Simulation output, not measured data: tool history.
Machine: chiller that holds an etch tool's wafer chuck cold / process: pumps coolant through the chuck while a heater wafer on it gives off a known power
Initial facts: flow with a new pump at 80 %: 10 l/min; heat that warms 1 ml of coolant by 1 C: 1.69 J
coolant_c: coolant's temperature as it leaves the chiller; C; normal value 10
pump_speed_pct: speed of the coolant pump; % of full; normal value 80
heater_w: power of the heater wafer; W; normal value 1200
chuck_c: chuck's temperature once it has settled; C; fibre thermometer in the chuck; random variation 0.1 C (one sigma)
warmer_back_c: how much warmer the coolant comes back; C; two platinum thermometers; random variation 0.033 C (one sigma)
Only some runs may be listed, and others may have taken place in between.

| run | hour | coolant_c | pump_speed_pct | heater_w | chuck_c | warmer_back_c |
|---|---|---|---|---|---|---|
| 1 | 0.0 | 10 | 80 | 1200 | 19.8 | 4.27 |
| 2 | 24.5 | 10 | 80 | 1200 | 19.7 | 4.29 |
| 3 | 73.9 | 10 | 80 | 1200 | 19.6 | 4.23 |
| 4 | 99.9 | 1 | 80 | 1200 | 10.9 | 4.21 |
| 5 | 129.1 | 1 | 80 | 1200 | 10.9 | 4.19 |
| 6 | 155.5 | 1 | 82 | 1200 | 10.6 | 4.06 |
| 7 | 191.6 | 10 | 74 | 1200 | 20.1 | 4.51 |
| 8 | 222.6 | 10 | 74 | 1200 | 20.4 | 4.49 |
| 9 | 268.8 | 10 | 74 | 1200 | 20.3 | 4.48 |
| 10 | 303.4 | 10 | 74 | 1200 | 20.1 | 4.48 |
| 11 | 324.0 | 10 | 74 | 1200 | 20.1 | 4.42 |
| 12 | 355.3 | 10 | 80 | 1200 | 19.7 | 4.00 |
| 13 | 380.7 | 10 | 80 | 1200 | 19.7 | 4.08 |
| 14 | 403.7 | 16 | 80 | 1200 | 25.7 | 3.98 |
| 15 | 439.7 | 10 | 80 | 1200 | 19.8 | 3.99 |
| 16 | 472.6 | 10 | 80 | 1200 | 19.8 | 3.95 |
|  | 500.8 | gauge calibrated |
| 17 | 517.2 | 10 | 80 | 1200 | 19.8 | 4.24 |
| 18 | 541.0 | 11 | 98 | 1792 | 23.6 | 5.15 |
| 19 | 576.6 | 18 | 98 | 1646 | 29.6 | 4.62 |
| 20 | 603.2 | 18 | 98 | 1646 | 29.6 | 4.63 |
| 21 | 645.7 | 18 | 98 | 1646 | 29.6 | 4.61 |
| 22 | 669.8 | 9 | 72 | 1426 | 21.5 | 5.58 |
| 23 | 718.2 | 9 | 72 | 1426 | 21.4 | 5.49 |
| 24 | 743.1 | 12 | 96 | 1118 | 20.1 | 3.11 |
| 25 | 771.9 | 15 | 84 | 801 | 21.2 | 2.51 |
| 26 | 819.6 | 15 | 84 | 801 | 21.3 | 2.52 |
| 27 | 849.3 | 19 | 69 | 1621 | 33.7 | 6.53 |
| 28 | 883.7 | 8 | 89 | 1411 | 18.8 | 4.17 |
| 29 | 914.2 | 8 | 89 | 1411 | 18.5 | 4.22 |
| 30 | 949.0 | 16 | 85 | 1200 | 25.2 | 3.67 |
| 31 | 980.5 | 12 | 98 | 1142 | 20.0 | 2.95 |

The logged runs with the hidden state left out (each run's random variation unchanged):
Hidden state present: heat passed by the chuck's channels, % of clean ones'; flow at a given pump speed, % of a new pump's; coolant's true temperature over the reading, C; drift of the gauge itself on chuck_c, C; drift of the gauge itself on warmer_back_c, C.
| run | warmer_back_c |
|---|---|
| 1 | 4.27 |
| 2 | 4.31 |
| 3 | 4.28 |
| 4 | 4.27 |
| 5 | 4.27 |
| 6 | 4.16 |
| 7 | 4.64 |
| 8 | 4.63 |
| 9 | 4.65 |
| 10 | 4.67 |
| 11 | 4.63 |
| 12 | 4.22 |
| 13 | 4.32 |
| 14 | 4.24 |
| 15 | 4.27 |
| 16 | 4.25 |
| 17 | 4.25 |
| 18 | 5.18 |
| 19 | 4.67 |
| 20 | 4.69 |
| 21 | 4.70 |
| 22 | 5.69 |
| 23 | 5.63 |
| 24 | 3.26 |
| 25 | 2.68 |
| 26 | 2.72 |
| 27 | 6.75 |
| 28 | 4.42 |
| 29 | 4.49 |
| 30 | 3.96 |
| 31 | 3.25 |
chuck_c: at most 0.1 C away from the measurement, every run.

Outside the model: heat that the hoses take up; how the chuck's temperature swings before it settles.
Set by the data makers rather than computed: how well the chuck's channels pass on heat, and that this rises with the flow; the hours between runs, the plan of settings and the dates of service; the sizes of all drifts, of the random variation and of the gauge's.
